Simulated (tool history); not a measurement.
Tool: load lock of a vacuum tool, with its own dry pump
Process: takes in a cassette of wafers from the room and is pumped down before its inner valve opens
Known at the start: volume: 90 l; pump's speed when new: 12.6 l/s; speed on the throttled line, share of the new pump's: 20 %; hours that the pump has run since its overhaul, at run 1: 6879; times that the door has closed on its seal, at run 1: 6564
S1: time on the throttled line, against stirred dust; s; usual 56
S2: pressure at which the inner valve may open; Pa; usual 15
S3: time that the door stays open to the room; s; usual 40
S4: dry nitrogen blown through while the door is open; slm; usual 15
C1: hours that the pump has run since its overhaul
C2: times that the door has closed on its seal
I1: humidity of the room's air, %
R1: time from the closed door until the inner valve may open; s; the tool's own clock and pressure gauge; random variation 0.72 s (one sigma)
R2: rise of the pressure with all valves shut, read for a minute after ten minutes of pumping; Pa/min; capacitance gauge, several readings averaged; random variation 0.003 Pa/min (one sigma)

run 1 day=0.000 | S1=56 S2=15 S3=40 S4=15 | C1=6879 C2=6564 | I1=42.0 | R1=109.3 R2=0.014
run 2 day=3.292 | S1=56 S2=15 S3=40 S4=15 | C1=6958 C2=6802 | I1=47.9 | R1=109.4 R2=0.018
run 3 day=6.221 | S1=56 S2=15 S3=40 S4=15 | C1=7028 C2=7014 | I1=46.8 | R1=108.8 R2=0.021
run 4 day=9.267 | S1=56 S2=15 S3=40 S4=15 | C1=7101 C2=7235 | I1=41.5 | R1=108.7 R2=0.017
run 5 day=13.929 | S1=56 S2=15 S3=40 S4=15 | C1=7213 C2=7572 | I1=44.3 | R1=109.5 R2=0.018
run 6 day=20.400 | S1=56 S2=15 S3=40 S4=15 | C1=7369 C2=8040 | I1=45.5 | R1=108.6 R2=0.020
run 7 day=27.021 | S1=56 S2=15 S3=40 S4=15 | C1=7527 C2=8519 | I1=45.3 | R1=107.9 R2=0.021
run 8 day=32.308 | S1=56 S2=15 S3=40 S4=15 | C1=7654 C2=8902 | I1=47.6 | R1=110.1 R2=0.019
run 9 day=36.279 | S1=56 S2=15 S3=40 S4=15 | C1=7750 C2=9189 | I1=46.8 | R1=109.1 R2=0.023
run 10 day=42.408 | S1=56 S2=15 S3=40 S4=15 | C1=7897 C2=9633 | I1=49.2 | R1=110.1 R2=0.015
run 11 day=45.775 | S1=56 S2=15 S3=40 S4=15 | C1=7978 C2=9876 | I1=45.1 | R1=109.9 R2=0.022
run 12 day=48.654 | S1=56 S2=15 S3=40 S4=15 | C1=8047 C2=10085 | I1=42.9 | R1=108.3 R2=0.018
run 13 day=53.571 | S1=56 S2=15 S3=40 S4=15 | C1=8165 C2=10440 | I1=44.3 | R1=108.7 R2=0.014
run 14 day=58.508 | S1=56 S2=15 S3=40 S4=15 | C1=8283 C2=10798 | I1=47.2 | R1=109.9 R2=0.024
run 15 day=64.483 | S1=46 S2=15 S3=178 S4=15 | C1=8427 C2=11230 | I1=44.8 | R1=99.6 R2=0.052
run 16 day=69.675 | S1=56 S2=10 S3=40 S4=28 | C1=8551 C2=11605 | I1=44.0 | R1=112.0 R2=0.014
run 17 day=73.183 | S1=105 S2=10 S3=40 S4=5 | C1=8635 C2=11859 | I1=46.4 | R1=150.8 R2=0.025
run 18 day=78.654 | S1=105 S2=10 S3=40 S4=5 | C1=8767 C2=12255 | I1=42.9 | R1=150.5 R2=0.023
run 19 day=82.771 | S1=105 S2=10 S3=30 S4=5 | C1=8865 C2=12553 | I1=46.0 | R1=150.7 R2=0.024
run 20 day=86.038 | S1=75 S2=29 S3=207 S4=5 | C1=8944 C2=12789 | I1=48.4 | R1=120.8 R2=0.090
run 21 day=91.617 | S1=74 S2=15 S3=40 S4=15 | C1=9078 C2=13193 | I1=46.1 | R1=121.8 R2=0.015
run 22 day=94.588 | S1=56 S2=15 S3=40 S4=41 | C1=9149 C2=13408 | I1=47.9 | R1=109.2 R2=0.009
run 23 day=97.367 | S1=41 S2=10 S3=40 S4=41 | C1=9216 C2=13609 | I1=43.8 | R1=98.5 R2=0.008
-- day=98.825 dry pump taken out, an overhauled one fitted
run 24 day=102.183 | S1=41 S2=10 S3=40 S4=41 | C1=81 C2=13939 | I1=45.9 | R1=99.1 R2=0.011
run 25 day=105.058 | S1=41 S2=10 S3=40 S4=41 | C1=150 C2=14147 | I1=44.0 | R1=100.2 R2=0.011
run 26 day=107.992 | S1=106 S2=15 S3=40 S4=15 | C1=220 C2=14360 | I1=45.7 | R1=148.9 R2=0.019
run 27 day=114.371 | S1=106 S2=12 S3=40 S4=5 | C1=373 C2=14821 | I1=45.3 | R1=151.7 R2=0.028

3 ways to go on from here, each from the tool as it stands after run 27. What would each give?
run A day=119.375 | S1=92 S2=12 S3=106 S4=4 | C1=493 C2=15183 | I1=44.2 | R1=? R2=?
run B day=119.375 | S1=95 S2=25 S3=40 S4=42 | C1=493 C2=15183 | I1=48.0 | R1=? R2=?
run C day=119.375 | S1=49 S2=12 S3=63 S4=5 | C1=493 C2=15183 | I1=45.7 | R1=? R2=?

run=A R1=138.3 R2=0.052
run=B R1=136.2 R2=0.011
run=C R1=105.4 R2=0.042
Without the tool's hidden state the same runs would have given:
run=A R1=138.3 R2=0.052
run=B R1=136.2 R2=0.010
run=C R1=105.3 R2=0.042

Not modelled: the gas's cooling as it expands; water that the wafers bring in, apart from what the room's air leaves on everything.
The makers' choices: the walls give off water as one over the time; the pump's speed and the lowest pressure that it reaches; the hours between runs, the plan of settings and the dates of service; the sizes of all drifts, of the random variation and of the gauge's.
